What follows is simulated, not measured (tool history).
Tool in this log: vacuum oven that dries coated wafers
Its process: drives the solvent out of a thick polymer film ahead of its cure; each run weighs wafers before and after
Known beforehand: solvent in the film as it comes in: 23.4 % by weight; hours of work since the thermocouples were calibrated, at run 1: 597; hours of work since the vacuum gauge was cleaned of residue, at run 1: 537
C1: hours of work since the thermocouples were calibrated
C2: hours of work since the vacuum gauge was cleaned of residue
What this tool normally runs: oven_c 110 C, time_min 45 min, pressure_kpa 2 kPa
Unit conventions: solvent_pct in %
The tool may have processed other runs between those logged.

run 1 hour=0 | oven_c=110 time_min=45 pressure_kpa=2 | C1=597 C2=537 | solvent_pct=2.51
run 2 hour=31.1 | oven_c=110 time_min=45 pressure_kpa=2 | C1=613 C2=554 | solvent_pct=2.49
run 3 hour=57 | oven_c=110 time_min=45 pressure_kpa=2 | C1=627 C2=567 | solvent_pct=2.51
run 4 hour=76.8 | oven_c=119 time_min=45 pressure_kpa=2 | C1=637 C2=577 | solvent_pct=0.68
-- hour=91.9 oven's thermocouples calibrated
run 5 hour=103.8 | oven_c=119 time_min=45 pressure_kpa=2 | C1=6 C2=591 | solvent_pct=0.67
run 6 hour=128.1 | oven_c=119 time_min=45 pressure_kpa=2 | C1=19 C2=603 | solvent_pct=0.66
run 7 hour=168.5 | oven_c=110 time_min=28 pressure_kpa=2 | C1=40 C2=624 | solvent_pct=5.17
run 8 hour=197 | oven_c=110 time_min=28 pressure_kpa=2 | C1=55 C2=639 | solvent_pct=5.16
run 9 hour=214.5 | oven_c=110 time_min=68 pressure_kpa=2 | C1=64 C2=648 | solvent_pct=1.09
run 10 hour=252.3 | oven_c=110 time_min=68 pressure_kpa=2 | C1=84 C2=668 | solvent_pct=1.11
run 11 hour=277.6 | oven_c=110 time_min=45 pressure_kpa=2 | C1=97 C2=681 | solvent_pct=2.46
run 12 hour=319.5 | oven_c=110 time_min=28 pressure_kpa=2 | C1=119 C2=703 | solvent_pct=5.18
run 13 hour=343.8 | oven_c=110 time_min=45 pressure_kpa=6.25 | C1=132 C2=716 | solvent_pct=3.3
run 14 hour=385.7 | oven_c=110 time_min=45 pressure_kpa=6.25 | C1=153 C2=738 | solvent_pct=3.34
run 15 hour=404.3 | oven_c=123 time_min=65 pressure_kpa=7.8 | C1=163 C2=747 | solvent_pct=1.09
run 16 hour=431.4 | oven_c=110 time_min=45 pressure_kpa=1.35 | C1=177 C2=762 | solvent_pct=2.38
run 17 hour=454.6 | oven_c=117 time_min=45 pressure_kpa=1.35 | C1=189 C2=774 | solvent_pct=0.81
run 18 hour=492.7 | oven_c=117 time_min=45 pressure_kpa=1.06 | C1=209 C2=794 | solvent_pct=0.78
run 19 hour=518.9 | oven_c=117 time_min=45 pressure_kpa=1.06 | C1=223 C2=807 | solvent_pct=0.76
run 20 hour=558.7 | oven_c=117 time_min=45 pressure_kpa=1.06 | C1=244 C2=828 | solvent_pct=0.77
run 21 hour=594.7 | oven_c=117 time_min=45 pressure_kpa=1.06 | C1=263 C2=847 | solvent_pct=0.75
run 22 hour=624.3 | oven_c=106 time_min=33 pressure_kpa=1.76 | C1=278 C2=862 | solvent_pct=5.97
run 23 hour=643.3 | oven_c=106 time_min=33 pressure_kpa=1.76 | C1=288 C2=872 | solvent_pct=5.88
run 24 hour=685.1 | oven_c=120 time_min=40 pressure_kpa=1.03 | C1=310 C2=894 | solvent_pct=0.56
run 25 hour=704.7 | oven_c=110 time_min=45 pressure_kpa=5.46 | C1=320 C2=904 | solvent_pct=3.19
run 26 hour=722.6 | oven_c=110 time_min=45 pressure_kpa=5.46 | C1=329 C2=914 | solvent_pct=3.18
run 27 hour=741.1 | oven_c=106 time_min=45 pressure_kpa=5.32 | C1=339 C2=923 | solvent_pct=4.69

Alternative continuations, all from the tool just after run 27; predict every row:
run A hour=769 | oven_c=106 time_min=45 pressure_kpa=7.57 | C1=354 C2=938 | solvent_pct=?
run B hour=769 | oven_c=125 time_min=33 pressure_kpa=5.32 | C1=354 C2=938 | solvent_pct=?
run C hour=769 | oven_c=110 time_min=45 pressure_kpa=7.42 | C1=354 C2=938 | solvent_pct=?
run D hour=769 | oven_c=97 time_min=34 pressure_kpa=5.32 | C1=354 C2=938 | solvent_pct=?

run=A solvent_pct=5.17
run=B solvent_pct=0.96
run=C solvent_pct=3.53
run=D solvent_pct=10.71
With no hidden state in the tool, these same runs would have given:
run=A solvent_pct=5.17
run=B solvent_pct=0.96
run=C solvent_pct=3.52
run=D solvent_pct=10.71
